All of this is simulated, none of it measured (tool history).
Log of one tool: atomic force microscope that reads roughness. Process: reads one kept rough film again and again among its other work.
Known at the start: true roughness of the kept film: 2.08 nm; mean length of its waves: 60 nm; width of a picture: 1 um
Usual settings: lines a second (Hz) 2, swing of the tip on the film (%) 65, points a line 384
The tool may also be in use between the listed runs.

run	hour	lines a second (Hz)	swing of the tip on the film (%)	points a line	roughness of the kept film (nm (root mean square))
1	0	2	65	384	1.875
2	73.8	2	65	384	1.852
3	129.4	2	65	384	1.846
# hour 160.6: new tip fitted
4	175.2	2	65	384	1.888
5	208.9	2	65	384	1.867
6	256.6	2	65	384	1.864
7	322.6	2	65	507	1.856
8	388.8	2	65	603	1.834
# hour 434: new tip fitted
9	434	2	65	603	1.86
10	505.9	2	65	384	1.853
11	563	2	65	688	1.854
12	608.3	2	65	688	1.854
13	643.4	2	65	688	1.83
14	685.8	2	65	384	1.825
# hour 711: new tip fitted
15	748.1	2	65	384	1.862
16	823.7	2	65	284	1.859
17	861.5	2	65	284	1.835
18	922.8	2	65	284	1.828
19	965.3	2	65	284	1.828
# hour 985.3: new tip fitted
20	1024.1	2	65	373	1.851
21	1064.3	2	65	373	1.859
22	1097.6	3.5	65	384	1.74
23	1134.2	3.5	65	384	1.742
24	1184.5	3.5	65	384	1.735
# hour 1258.9: new tip fitted
25	1258.9	3.5	65	384	1.755
26	1331.8	0.73	71	1014	1.947
27	1397.9	0.51	67	258	1.951
28	1456.7	0.51	67	258	1.928
29	1506.4	0.51	67	258	1.935
# hour 1534.3: new tip fitted
30	1566.5	2	65	585	1.86
31	1600	0.61	73	409	1.933
32	1630.6	0.6	58	346	1.98
# hour 1636.1: height scale calibrated on a step standard
33	1683.6	2	72	384	1.755
34	1738.5	0.51	57	719	1.954
35	1777.8	0.51	63	259	1.92
# hour 1813.9: new tip fitted
36	1841.1	0.51	89	523	1.852
37	1878.3	0.51	89	523	1.865
# hour 1922.2: height scale calibrated on a step standard, once more
38	1951.4	0.55	77	360	1.921
39	2023.8	0.61	81	802	1.889
40	2075.2	0.54	73	473	1.915
# hour 2092.3: new tip fitted
41	2137.9	0.54	73	473	1.989
42	2190.1	0.54	73	473	1.962
43	2231.3	0.54	73	473	1.964
44	2263.2	2	66	811	1.852
45	2299.2	2	83	384	1.632
46	2360.9	2	83	384	1.623
# hour 2365.6: new tip fitted
47	2419.2	2	83	384	1.652

5 ways to go on from here, each from the tool as it stands after run 47. What would each give?
A	2459.3	2	79	384	?
B	2459.3	1.85	70	303	?
C	2459.3	3.47	83	827	?
D	2459.3	1.41	65	384	?
E	2459.3	0.78	72	917	?

run	roughness of the kept film (nm (root mean square))
A	1.713
B	1.837
C	1.439
D	1.906
E	1.92
Without the tool's hidden state the same runs would have given:
run	roughness of the kept film (nm (root mean square))
A	1.735
B	1.86
C	1.457
D	1.931
E	1.945
